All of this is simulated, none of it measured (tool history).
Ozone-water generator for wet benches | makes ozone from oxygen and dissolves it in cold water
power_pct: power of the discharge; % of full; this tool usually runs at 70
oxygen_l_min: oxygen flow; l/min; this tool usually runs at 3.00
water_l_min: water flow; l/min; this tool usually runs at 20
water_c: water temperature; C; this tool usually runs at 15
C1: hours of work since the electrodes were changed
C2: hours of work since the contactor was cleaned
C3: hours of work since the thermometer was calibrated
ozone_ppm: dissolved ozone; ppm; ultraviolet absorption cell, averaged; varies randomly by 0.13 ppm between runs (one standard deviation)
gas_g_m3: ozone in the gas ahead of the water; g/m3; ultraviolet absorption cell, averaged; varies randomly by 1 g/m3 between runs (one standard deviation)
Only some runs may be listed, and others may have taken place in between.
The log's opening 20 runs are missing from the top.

{"hour": 1646.9, "done": "contactor cleaned"}
{"run": 21, "hour": 1714.8, "power_pct": 45, "oxygen_l_min": 3.0, "water_l_min": 25, "water_c": 21, "C1": 5308, "C2": 64, "C3": 2967, "ozone_ppm": 7.6, "gas_g_m3": 136.1}
{"run": 22, "hour": 1818.5, "power_pct": 45, "oxygen_l_min": 3.0, "water_l_min": 25, "water_c": 21, "C1": 5406, "C2": 162, "C3": 3065, "ozone_ppm": 7.7, "gas_g_m3": 136.6}
{"run": 23, "hour": 1900.9, "power_pct": 45, "oxygen_l_min": 3.0, "water_l_min": 25, "water_c": 21, "C1": 5484, "C2": 239, "C3": 3143, "ozone_ppm": 7.5, "gas_g_m3": 135.1}
{"run": 24, "hour": 1972.3, "power_pct": 44, "oxygen_l_min": 3.0, "water_l_min": 25, "water_c": 16, "C1": 5551, "C2": 306, "C3": 3210, "ozone_ppm": 7.9, "gas_g_m3": 133.0}
{"run": 25, "hour": 2048.1, "power_pct": 44, "oxygen_l_min": 3.0, "water_l_min": 25, "water_c": 11, "C1": 5622, "C2": 378, "C3": 3281, "ozone_ppm": 8.1, "gas_g_m3": 135.3}
{"run": 26, "hour": 2101.1, "power_pct": 44, "oxygen_l_min": 3.0, "water_l_min": 25, "water_c": 11, "C1": 5672, "C2": 428, "C3": 3331, "ozone_ppm": 8.0, "gas_g_m3": 134.0}
{"hour": 2199.2, "done": "contactor cleaned, once more"}
{"run": 27, "hour": 2211.7, "power_pct": 44, "oxygen_l_min": 3.0, "water_l_min": 25, "water_c": 11, "C1": 5772, "C2": 12, "C3": 3432, "ozone_ppm": 8.5, "gas_g_m3": 133.9}
{"run": 28, "hour": 2278.2, "power_pct": 86, "oxygen_l_min": 1.68, "water_l_min": 12, "water_c": 8, "C1": 5835, "C2": 74, "C3": 3494, "ozone_ppm": 23.3, "gas_g_m3": 275.6}
{"run": 29, "hour": 2379.9, "power_pct": 95, "oxygen_l_min": 2.96, "water_l_min": 12, "water_c": 20, "C1": 5931, "C2": 170, "C3": 3590, "ozone_ppm": 22.8, "gas_g_m3": 208.1}
{"run": 30, "hour": 2477.9, "power_pct": 49, "oxygen_l_min": 3.0, "water_l_min": 20, "water_c": 15, "C1": 6023, "C2": 262, "C3": 3682, "ozone_ppm": 10.7, "gas_g_m3": 140.5}

Branching from run 30: 3 alternative next runs. What would each branch give?
{"run": "A", "hour": 2537.4, "power_pct": 51, "oxygen_l_min": 3.0, "water_l_min": 20, "water_c": 9, "C1": 6079, "C2": 318, "C3": 3738, "ozone_ppm": "?", "gas_g_m3": "?"}
{"run": "B", "hour": 2537.4, "power_pct": 44, "oxygen_l_min": 4.29, "water_l_min": 20, "water_c": 17, "C1": 6079, "C2": 318, "C3": 3738, "ozone_ppm": "?", "gas_g_m3": "?"}
{"run": "C", "hour": 2537.4, "power_pct": 49, "oxygen_l_min": 3.0, "water_l_min": 17, "water_c": 16, "C1": 6079, "C2": 318, "C3": 3738, "ozone_ppm": "?", "gas_g_m3": "?"}

run=A ozone_ppm=11.4 gas_g_m3=144.9
run=B ozone_ppm=10.0 gas_g_m3=107.7
run=C ozone_ppm=12.4 gas_g_m3=141.3
With no hidden state in the tool, these same runs would have given:
run=A ozone_ppm=12.1 gas_g_m3=152.2
run=B ozone_ppm=10.5 gas_g_m3=112.6
run=C ozone_ppm=13.1 gas_g_m3=148.2
